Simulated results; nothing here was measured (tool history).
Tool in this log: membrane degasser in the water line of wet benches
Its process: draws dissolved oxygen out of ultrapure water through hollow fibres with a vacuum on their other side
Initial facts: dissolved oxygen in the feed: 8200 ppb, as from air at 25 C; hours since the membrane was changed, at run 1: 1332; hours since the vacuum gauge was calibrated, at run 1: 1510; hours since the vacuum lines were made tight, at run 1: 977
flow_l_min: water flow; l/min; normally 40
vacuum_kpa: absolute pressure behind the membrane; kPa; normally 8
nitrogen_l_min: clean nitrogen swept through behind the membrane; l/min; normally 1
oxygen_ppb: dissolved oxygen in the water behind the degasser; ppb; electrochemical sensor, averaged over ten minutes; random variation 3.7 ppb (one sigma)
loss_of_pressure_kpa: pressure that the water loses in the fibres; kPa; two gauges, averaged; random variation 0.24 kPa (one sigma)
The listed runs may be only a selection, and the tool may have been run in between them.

| run | hour | flow_l_min | vacuum_kpa | nitrogen_l_min | hours since the membrane was changed | hours since the vacuum gauge was calibrated | hours since the vacuum lines were made tight | oxygen_ppb | loss_of_pressure_kpa |
|---|---|---|---|---|---|---|---|---|---|
| 1 | 0 | 40 | 8 | 1 | 1332 | 1510 | 977 | 392.7 | 63.27 |
| 2 | 119.4 | 40 | 8 | 1 | 1452 | 1629 | 1097 | 392 | 63.83 |
| 3 | 289.3 | 40 | 9.62 | 1 | 1622 | 1799 | 1267 | 523.6 | 64 |
| 4 | 432.4 | 40 | 9.62 | 1 | 1765 | 1943 | 1410 | 509.7 | 64.3 |
| 5 | 533.1 | 41 | 8 | 1 | 1865 | 2043 | 1510 | 403.5 | 66.28 |
|  | 540.6 | vacuum gauge calibrated |
| 6 | 637.5 | 41 | 8 | 1 | 1969 | 97 | 1614 | 417.7 | 65.96 |
| 7 | 750.7 | 40 | 18.56 | 1 | 2082 | 210 | 1727 | 1124.9 | 64.33 |

Estimate the outcome of run 8 from the log above:
| 8 | 858.7 | 40 | 18.56 | 1 | 2190 | 318 | 1836 | ? | ? |

oxygen_ppb: 1112.3 ppb
loss_of_pressure_kpa: 64.78 kPa
With no hidden state in the tool, this same run would have given oxygen_ppb 1084.3 ppb, loss_of_pressure_kpa 62.88 kPa.
